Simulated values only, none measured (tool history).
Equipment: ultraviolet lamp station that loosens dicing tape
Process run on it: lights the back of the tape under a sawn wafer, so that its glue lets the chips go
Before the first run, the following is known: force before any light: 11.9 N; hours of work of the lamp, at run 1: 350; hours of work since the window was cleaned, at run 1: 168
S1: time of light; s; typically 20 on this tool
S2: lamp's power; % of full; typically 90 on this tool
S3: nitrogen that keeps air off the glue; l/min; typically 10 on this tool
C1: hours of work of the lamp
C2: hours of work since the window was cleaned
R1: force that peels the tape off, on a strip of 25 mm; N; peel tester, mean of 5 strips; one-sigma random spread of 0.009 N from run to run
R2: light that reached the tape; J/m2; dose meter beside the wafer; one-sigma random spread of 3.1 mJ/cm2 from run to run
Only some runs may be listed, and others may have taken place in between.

| run | hour | S1 | S2 | S3 | C1 | C2 | R1 | R2 |
|---|---|---|---|---|---|---|---|---|
| 1 | 0 | 20 | 90 | 10 | 350 | 168 | 0.382 | 4690 |
| 2 | 32.4 | 39 | 90 | 10 | 375 | 193 | 0.152 | 9200 |
|  | 61.8 | window cleaned of glue's vapour |
| 3 | 68.8 | 39 | 90 | 10 | 402 | 5 | 0.163 | 9160 |
| 4 | 92.2 | 39 | 90 | 10 | 420 | 23 | 0.155 | 9150 |
| 5 | 122.5 | 39 | 90 | 10 | 443 | 47 | 0.161 | 9150 |
| 6 | 138 | 20 | 90 | 10 | 455 | 59 | 0.369 | 4720 |
| 7 | 158.6 | 20 | 90 | 10 | 471 | 74 | 0.373 | 4700 |
| 8 | 175.4 | 20 | 90 | 10 | 484 | 87 | 0.357 | 4720 |
| 9 | 205.9 | 20 | 90 | 10 | 507 | 111 | 0.374 | 4680 |
| 10 | 240 | 20 | 90 | 10 | 534 | 137 | 0.369 | 4720 |
| 11 | 269.6 | 20 | 90 | 10 | 556 | 159 | 0.382 | 4630 |
| 12 | 301.8 | 20 | 90 | 10 | 581 | 184 | 0.388 | 4750 |
| 13 | 317.1 | 20 | 90 | 12 | 593 | 196 | 0.35 | 4770 |
|  | 344.2 | window cleaned of glue's vapour |
| 14 | 344.2 | 20 | 90 | 12 | 613 | 0 | 0.341 | 4730 |
| 15 | 362 | 20 | 90 | 12 | 627 | 14 | 0.354 | 4680 |
| 16 | 385.3 | 20 | 90 | 12 | 645 | 32 | 0.343 | 4730 |
| 17 | 421.6 | 29 | 90 | 12 | 673 | 59 | 0.175 | 6880 |
| 18 | 454.9 | 29 | 80 | 12 | 698 | 85 | 0.225 | 6090 |
| 19 | 490.7 | 29 | 80 | 12 | 726 | 112 | 0.215 | 6150 |
| 20 | 513.7 | 20 | 90 | 10 | 743 | 130 | 0.374 | 4690 |
| 21 | 532.2 | 20 | 90 | 10 | 757 | 144 | 0.38 | 4710 |
| 22 | 560.9 | 20 | 75 | 9 | 780 | 166 | 0.626 | 3930 |
| 23 | 577.7 | 25 | 63 | 9 | 792 | 179 | 0.56 | 4110 |
| 24 | 608.9 | 25 | 63 | 9 | 816 | 203 | 0.555 | 4110 |
|  | 624.6 | window cleaned of glue's vapour |
| 25 | 626.4 | 25 | 63 | 9 | 829 | 1 | 0.536 | 4120 |
| 26 | 649.1 | 11 | 71 | 10 | 847 | 19 | 2.258 | 2060 |
| 27 | 672.3 | 20 | 66 | 10 | 865 | 37 | 0.812 | 3460 |
| 28 | 703 | 20 | 66 | 10 | 888 | 60 | 0.811 | 3460 |
| 29 | 720.6 | 20 | 88 | 10 | 902 | 74 | 0.395 | 4640 |
| 30 | 745.5 | 20 | 70 | 18 | 921 | 93 | 0.552 | 3700 |
| 31 | 776.2 | 13 | 90 | 10 | 944 | 116 | 1.064 | 3080 |
| 32 | 797.7 | 13 | 88 | 10 | 961 | 133 | 1.132 | 2960 |
| 33 | 830.3 | 18 | 93 | 16 | 986 | 158 | 0.363 | 4370 |
| 34 | 863.1 | 20 | 90 | 16 | 1011 | 183 | 0.312 | 4700 |
| 35 | 887 | 22 | 64 | 10 | 1029 | 201 | 0.674 | 3680 |
|  | 905.1 | window cleaned of glue's vapour |
| 36 | 910.2 | 34 | 79 | 13 | 1047 | 4 | 0.175 | 6980 |
| 37 | 935.9 | 36 | 74 | 6 | 1067 | 24 | 0.206 | 7020 |
| 38 | 955.3 | 25 | 64 | 7 | 1081 | 39 | 0.607 | 4200 |
| 39 | 987.2 | 36 | 64 | 9 | 1106 | 63 | 0.227 | 5990 |
| 40 | 1006.8 | 11 | 76 | 10 | 1121 | 78 | 2.015 | 2220 |
| 41 | 1026.5 | 23 | 91 | 10 | 1136 | 93 | 0.277 | 5490 |
| 42 | 1061.4 | 10 | 74 | 11 | 1163 | 120 | 2.379 | 1960 |

Predict each of these 4 candidate next runs independently; none follows another, all start after run 42:
| A | 1097.1 | 20 | 66 | 10 | 1190 | 147 | ? | ? |
| B | 1097.1 | 12 | 74 | 11 | 1190 | 147 | ? | ? |
| C | 1097.1 | 36 | 63 | 4 | 1190 | 147 | ? | ? |
| D | 1097.1 | 21 | 89 | 18 | 1190 | 147 | ? | ? |

| run | R1 | R2 |
|---|---|---|
| A | 0.79 | 3470 |
| B | 1.717 | 2310 |
| C | 0.36 | 5940 |
| D | 0.277 | 4940 |
The same runs, with their run-to-run variation unchanged, on a tool lacking any hidden condition would have given:
| run | R1 | R2 |
|---|---|---|
| A | 0.787 | 3470 |
| B | 1.713 | 2320 |
| C | 0.359 | 5940 |
| D | 0.276 | 4950 |
